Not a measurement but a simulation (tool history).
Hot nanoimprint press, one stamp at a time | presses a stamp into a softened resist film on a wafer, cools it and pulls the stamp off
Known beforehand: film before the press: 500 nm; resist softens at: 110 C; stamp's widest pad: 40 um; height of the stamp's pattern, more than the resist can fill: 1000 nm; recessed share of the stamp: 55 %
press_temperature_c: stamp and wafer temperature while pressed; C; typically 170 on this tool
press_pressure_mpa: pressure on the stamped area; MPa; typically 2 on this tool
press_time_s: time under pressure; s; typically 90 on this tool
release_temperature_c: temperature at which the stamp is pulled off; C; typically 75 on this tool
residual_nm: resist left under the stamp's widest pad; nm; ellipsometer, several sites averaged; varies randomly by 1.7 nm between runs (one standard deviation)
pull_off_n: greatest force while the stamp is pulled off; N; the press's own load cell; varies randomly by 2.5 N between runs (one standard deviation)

Run 1, hour 0: usual settings. Result: residual_nm 286.4 nm, pull_off_n 159 N.
Run 2, hour 78.2: usual settings. Result: residual_nm 281.5 nm, pull_off_n 156 N.
At hour 100.4: stamp cleaned and given a new release coat.
Run 3, hour 121.9: usual settings. Result: residual_nm 282.1 nm, pull_off_n 140 N.
Run 4, hour 164.4: usual settings but press_temperature_c 181 C. Result: residual_nm 187.5 nm, pull_off_n 144 N.
Run 5, hour 218.2: usual settings but press_temperature_c 181 C. Result: residual_nm 183.1 nm, pull_off_n 143 N.
Run 6, hour 284.2: usual settings but press_temperature_c 181 C. Result: residual_nm 184.3 nm, pull_off_n 144 N.
Run 7, hour 318.4: usual settings but press_temperature_c 181 C. Result: residual_nm 183.3 nm, pull_off_n 148 N.
Run 8, hour 368.5: usual settings but press_temperature_c 179 C. Result: residual_nm 197.8 nm, pull_off_n 145 N.
Run 9, hour 423: usual settings but press_temperature_c 179 C. Result: residual_nm 196.1 nm, pull_off_n 145 N.
Run 10, hour 463.6: usual settings but press_temperature_c 179 C. Result: residual_nm 195.7 nm, pull_off_n 148 N.
At hour 523.5: plate thermocouple calibrated.
Run 11, hour 525.8: usual settings. Result: residual_nm 267.6 nm, pull_off_n 147 N.
Run 12, hour 587: usual settings but press_temperature_c 179 C. Result: residual_nm 188.8 nm, pull_off_n 141 N.
Run 13, hour 663: usual settings but press_temperature_c 179 C. Result: residual_nm 188.5 nm, pull_off_n 148 N.
Run 14, hour 724.6: usual settings but press_temperature_c 179 C. Result: residual_nm 190.8 nm, pull_off_n 147 N.
Run 15, hour 782.8: usual settings but press_temperature_c 179 C. Result: residual_nm 188.6 nm, pull_off_n 153 N.
Run 16, hour 817.4: usual settings but press_temperature_c 179 C, press_time_s 112 s, release_temperature_c 81 C. Result: residual_nm 171.9 nm, pull_off_n 131 N.
Run 17, hour 852.6: usual settings but release_temperature_c 60 C. Result: residual_nm 263.5 nm, pull_off_n 208 N.
At hour 865.3: stamp cleaned and given a new release coat.
Run 18, hour 921.2: usual settings but press_pressure_mpa 1.52 MPa, press_time_s 155 s, release_temperature_c 62 C. Result: residual_nm 244.8 nm, pull_off_n 180 N.
At hour 962.4: plate thermocouple calibrated, once more.
Run 19, hour 984.2: usual settings but press_temperature_c 160 C, release_temperature_c 83 C. Result: residual_nm 397.7 nm, pull_off_n 122 N.
Run 20, hour 1020.4: usual settings but press_temperature_c 172 C, release_temperature_c 83 C. Result: residual_nm 273 nm, pull_off_n 121 N.
Run 21, hour 1066.1: usual settings but press_temperature_c 172 C, release_temperature_c 83 C. Result: residual_nm 273.3 nm, pull_off_n 121 N.
Run 22, hour 1106.6: usual settings but press_temperature_c 172 C, release_temperature_c 83 C. Result: residual_nm 270.8 nm, pull_off_n 123 N.
Run 23, hour 1178.1: usual settings but press_temperature_c 158 C. Result: residual_nm 414.3 nm, pull_off_n 154 N.
At hour 1199.6: press's hydraulic seals changed and the load cell set to zero.
Run 24, hour 1229: usual settings but press_pressure_mpa 1.97 MPa, press_time_s 146 s. Result: residual_nm 242.7 nm, pull_off_n 147 N.
Run 25, hour 1262.6: usual settings but press_pressure_mpa 2.38 MPa. Result: residual_nm 265.1 nm, pull_off_n 147 N.
Run 26, hour 1301.9: usual settings but press_pressure_mpa 2.38 MPa. Result: residual_nm 262.9 nm, pull_off_n 152 N.
Run 27, hour 1354.1: usual settings but press_temperature_c 166 C, press_pressure_mpa 2.73 MPa. Result: residual_nm 289 nm, pull_off_n 153 N.
Run 28, hour 1424.1: usual settings but press_temperature_c 172 C. Result: residual_nm 260.1 nm, pull_off_n 154 N.
Run 29, hour 1496: usual settings but press_temperature_c 172 C. Result: residual_nm 260.1 nm, pull_off_n 158 N.

Below, some changes in residual_nm between adjacent runs. For each, the amount present without the hidden state too (settings, incoming material, random variation) and the amount remaining for the hidden state with gauge scatter not shared by both compared results:
What the log doesn't record here: true temperature over the reading, C; pressure that arrives at the usual setting, %; grip of the stamp's worn release coat, % over a new coat's; drift of the gauge itself on residual_nm, %; drift of the gauge itself on pull_off_n, %.
Run 10 -> 11: press_temperature_c 179 -> 170, plate thermocouple calibrated. residual_nm +71.9 nm: hidden state -11.7, all else +83.6.
Run 18 -> 19: press_temperature_c 170 -> 160, press_pressure_mpa 1.52 -> 2, press_time_s 155 -> 90, release_temperature_c 62 -> 83, plate thermocouple calibrated, once more. residual_nm +152.9 nm: hidden state +29.8, all else +123.1.
Run 23 -> 24: press_temperature_c 158 -> 170, press_pressure_mpa 2 -> 1.97, press_time_s 90 -> 146, press's hydraulic seals changed and the load cell set to zero. residual_nm -171.6 nm: hidden state -5, all else -166.6.
